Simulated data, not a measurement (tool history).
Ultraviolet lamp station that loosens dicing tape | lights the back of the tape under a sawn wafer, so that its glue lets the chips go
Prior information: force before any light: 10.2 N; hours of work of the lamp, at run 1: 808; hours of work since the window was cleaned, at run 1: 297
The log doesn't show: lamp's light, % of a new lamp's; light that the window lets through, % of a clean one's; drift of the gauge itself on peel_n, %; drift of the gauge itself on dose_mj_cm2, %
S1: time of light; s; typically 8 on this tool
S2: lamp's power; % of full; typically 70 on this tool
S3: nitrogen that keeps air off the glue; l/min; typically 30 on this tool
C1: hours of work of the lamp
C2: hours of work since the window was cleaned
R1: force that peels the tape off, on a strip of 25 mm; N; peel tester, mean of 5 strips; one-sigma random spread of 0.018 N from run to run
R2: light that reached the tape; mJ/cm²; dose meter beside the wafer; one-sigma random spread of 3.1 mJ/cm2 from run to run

| run | day | S1 | S2 | S3 | C1 | C2 | R1 | R2 |
|---|---|---|---|---|---|---|---|---|
| 1 | 0.000 | 8 | 70 | 30 | 808 | 297 | 1.636 | 337 |
| 2 | 0.867 | 8 | 70 | 30 | 822 | 311 | 1.745 | 328 |
| 3 | 2.250 | 5 | 70 | 30 | 845 | 334 | 3.261 | 199 |
| 4 | 3.471 | 5 | 70 | 30 | 866 | 355 | 3.472 | 198 |
| 5 | 4.475 | 5 | 70 | 30 | 882 | 371 | 3.526 | 196 |
| 6 | 5.354 | 8 | 80 | 30 | 897 | 386 | 1.460 | 356 |
| 7 | 6.546 | 8 | 80 | 30 | 917 | 406 | 1.556 | 350 |
|  | 7.004 | window cleaned of glue's vapour |
| 8 | 8.117 | 8 | 90 | 30 | 942 | 18 | 0.906 | 449 |
| 9 | 9.417 | 8 | 90 | 30 | 964 | 40 | 0.951 | 449 |
| 10 | 11.154 | 8 | 88 | 29 | 993 | 69 | 1.087 | 429 |
| 11 | 12.604 | 8 | 88 | 29 | 1017 | 93 | 1.125 | 417 |
| 12 | 14.258 | 7 | 95 | 10 | 1044 | 120 | 2.519 | 397 |
| 13 | 15.071 | 16 | 86 | 51 | 1058 | 134 | 0.174 | 799 |
| 14 | 16.712 | 16 | 86 | 51 | 1085 | 161 | 0.191 | 790 |
| 15 | 17.812 | 16 | 86 | 51 | 1104 | 180 | 0.193 | 783 |
| 16 | 19.521 | 5 | 62 | 51 | 1132 | 208 | 3.299 | 167 |
| 17 | 20.642 | 5 | 62 | 51 | 1150 | 226 | 3.335 | 171 |
| 18 | 21.388 | 5 | 62 | 51 | 1163 | 239 | 3.523 | 166 |

4 ways to go on from here, each from the tool as it stands after run 18. What would each give?
| A | 23.121 | 14 | 63 | 14 | 1192 | 268 | ? | ? |
| B | 23.121 | 5 | 79 | 40 | 1192 | 268 | ? | ? |
| C | 23.121 | 6 | 65 | 59 | 1192 | 268 | ? | ? |
| D | 23.121 | 5 | 95 | 19 | 1192 | 268 | ? | ? |

| run | R1 | R2 |
|---|---|---|
| A | 1.600 | 468 |
| B | 2.813 | 208 |
| C | 2.576 | 209 |
| D | 3.218 | 251 |
Had the tool no hidden state, the same runs would have come out as:
| run | R1 | R2 |
|---|---|---|
| A | 0.609 | 737 |
| B | 1.401 | 328 |
| C | 1.209 | 327 |
| D | 1.686 | 396 |
